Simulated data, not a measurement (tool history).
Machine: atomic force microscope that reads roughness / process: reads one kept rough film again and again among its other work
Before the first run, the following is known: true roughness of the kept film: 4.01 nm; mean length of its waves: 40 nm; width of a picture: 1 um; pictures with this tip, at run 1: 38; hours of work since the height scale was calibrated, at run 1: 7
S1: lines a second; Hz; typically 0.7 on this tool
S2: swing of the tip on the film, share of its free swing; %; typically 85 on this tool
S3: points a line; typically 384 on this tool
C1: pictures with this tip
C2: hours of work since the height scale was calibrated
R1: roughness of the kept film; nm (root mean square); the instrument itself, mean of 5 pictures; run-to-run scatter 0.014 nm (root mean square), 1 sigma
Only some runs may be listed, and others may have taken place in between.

run 1 hour=0 | S1=0.7 S2=85 S3=384 | C1=38 C2=7 | R1=3.205
run 2 hour=15 | S1=0.7 S2=85 S3=384 | C1=54 C2=17 | R1=3.17
run 3 hour=24.3 | S1=0.7 S2=85 S3=384 | C1=64 C2=23 | R1=3.152
run 4 hour=38.8 | S1=0.7 S2=85 S3=384 | C1=80 C2=33 | R1=3.068
run 5 hour=48.4 | S1=0.7 S2=85 S3=384 | C1=91 C2=39 | R1=3.013
run 6 hour=58.6 | S1=2.177 S2=85 S3=384 | C1=102 C2=46 | R1=2.626
run 7 hour=68.6 | S1=2.177 S2=71 S3=384 | C1=113 C2=53 | R1=2.89
run 8 hour=83.4 | S1=2.177 S2=71 S3=396 | C1=129 C2=63 | R1=2.811
run 9 hour=100.8 | S1=2.177 S2=71 S3=396 | C1=148 C2=75 | R1=2.789
run 10 hour=110 | S1=0.7 S2=85 S3=912 | C1=158 C2=81 | R1=2.874
run 11 hour=123 | S1=0.7 S2=85 S3=912 | C1=172 C2=90 | R1=2.827
run 12 hour=131.1 | S1=2.781 S2=85 S3=912 | C1=181 C2=96 | R1=2.323
-- hour=138 new tip fitted
run 13 hour=147 | S1=2.781 S2=85 S3=912 | C1=10 C2=106 | R1=2.74
run 14 hour=159.8 | S1=2.781 S2=85 S3=912 | C1=24 C2=115 | R1=2.702
run 15 hour=175.6 | S1=0.7 S2=85 S3=468 | C1=41 C2=126 | R1=3.219
run 16 hour=192.2 | S1=0.7 S2=85 S3=468 | C1=60 C2=137 | R1=3.168
run 17 hour=207 | S1=3.136 S2=85 S3=468 | C1=76 C2=147 | R1=2.487
run 18 hour=216.4 | S1=2.694 S2=85 S3=384 | C1=86 C2=153 | R1=2.557
run 19 hour=228.5 | S1=2.694 S2=85 S3=384 | C1=99 C2=161 | R1=2.531
run 20 hour=241.2 | S1=2.694 S2=85 S3=384 | C1=113 C2=170 | R1=2.49
run 21 hour=257.6 | S1=0.7 S2=85 S3=384 | C1=131 C2=181 | R1=2.968
run 22 hour=270.1 | S1=0.7 S2=85 S3=384 | C1=145 C2=190 | R1=2.944
run 23 hour=279.7 | S1=2.294 S2=85 S3=384 | C1=155 C2=196 | R1=2.492
run 24 hour=291.2 | S1=2.294 S2=85 S3=384 | C1=168 C2=204 | R1=2.468
run 25 hour=304 | S1=2.294 S2=85 S3=384 | C1=182 C2=213 | R1=2.441
-- hour=310.4 new tip fitted
run 26 hour=312.6 | S1=0.688 S2=85 S3=930 | C1=2 C2=218 | R1=3.356
run 27 hour=325.9 | S1=0.7 S2=84 S3=384 | C1=16 C2=227 | R1=3.278
run 28 hour=342.1 | S1=0.7 S2=84 S3=384 | C1=34 C2=238 | R1=3.237
run 29 hour=352.3 | S1=1.162 S2=84 S3=590 | C1=45 C2=245 | R1=3.059
run 30 hour=364.1 | S1=1.162 S2=84 S3=590 | C1=58 C2=253 | R1=3.006
run 31 hour=371.9 | S1=1.162 S2=58 S3=586 | C1=67 C2=258 | R1=3.262
run 32 hour=387.7 | S1=2.856 S2=65 S3=967 | C1=84 C2=269 | R1=3.001
run 33 hour=400.9 | S1=2.856 S2=65 S3=967 | C1=99 C2=278 | R1=2.952
run 34 hour=409 | S1=2.856 S2=65 S3=967 | C1=107 C2=284 | R1=2.938
-- hour=411.7 height scale calibrated on a step standard
run 35 hour=422.6 | S1=2.856 S2=65 S3=967 | C1=121 C2=7 | R1=2.873
run 36 hour=437.5 | S1=0.7 S2=57 S3=384 | C1=138 C2=17 | R1=3.092
run 37 hour=454.8 | S1=0.7 S2=57 S3=384 | C1=157 C2=29 | R1=3.044
run 38 hour=464.8 | S1=0.7 S2=57 S3=384 | C1=167 C2=36 | R1=3.011
run 39 hour=478.4 | S1=3.493 S2=68 S3=521 | C1=182 C2=45 | R1=2.611
-- hour=483.7 new tip fitted
run 40 hour=494.9 | S1=3.493 S2=68 S3=521 | C1=12 C2=56 | R1=3.055
-- hour=499.4 height scale calibrated on a step standard, once more
run 41 hour=512.7 | S1=0.7 S2=72 S3=281 | C1=30 C2=9 | R1=3.375
run 42 hour=523.7 | S1=0.7 S2=72 S3=281 | C1=42 C2=17 | R1=3.323
run 43 hour=533.2 | S1=0.554 S2=64 S3=411 | C1=53 C2=23 | R1=3.404
run 44 hour=550.9 | S1=3.872 S2=85 S3=353 | C1=72 C2=35 | R1=2.378
run 45 hour=561.2 | S1=3.872 S2=85 S3=353 | C1=83 C2=42 | R1=2.34
run 46 hour=578.6 | S1=2.125 S2=65 S3=353 | C1=102 C2=54 | R1=3.061
run 47 hour=588.1 | S1=2.125 S2=65 S3=906 | C1=113 C2=60 | R1=2.996
run 48 hour=597.6 | S1=3.097 S2=81 S3=616 | C1=123 C2=67 | R1=2.513
run 49 hour=607.5 | S1=2.914 S2=66 S3=296 | C1=134 C2=73 | R1=2.86

Pick out some run-to-run changes in R1. Of each, how much would a tool without hidden state show as well, from the settings, what came in and chance, and how much is left for the hidden state and any gauge scatter not in both results compared?
Hidden state at play: radius of the tip, nm; height scale over the true one, %; drift of the gauge itself on roughness_nm, %.
Run 12 -> 13: new tip fitted. R1 +0.417 nm (root mean square): hidden state +0.424, all else -0.007.
Run 25 -> 26: S1 2.294 -> 0.688, S3 384 -> 930, new tip fitted. R1 +0.915 nm (root mean square): hidden state +0.427, all else +0.488.
Run 39 -> 40: new tip fitted. R1 +0.444 nm (root mean square): hidden state +0.46, all else -0.016.
Run 43 -> 44: S1 0.554 -> 3.872, S2 64 -> 85, S3 411 -> 353. R1 -1.026 nm (root mean square): hidden state +0.013, all else -1.039.
Run 45 -> 46: S1 3.872 -> 2.125, S2 85 -> 65. R1 +0.721 nm (root mean square): hidden state -0.125, all else +0.846.
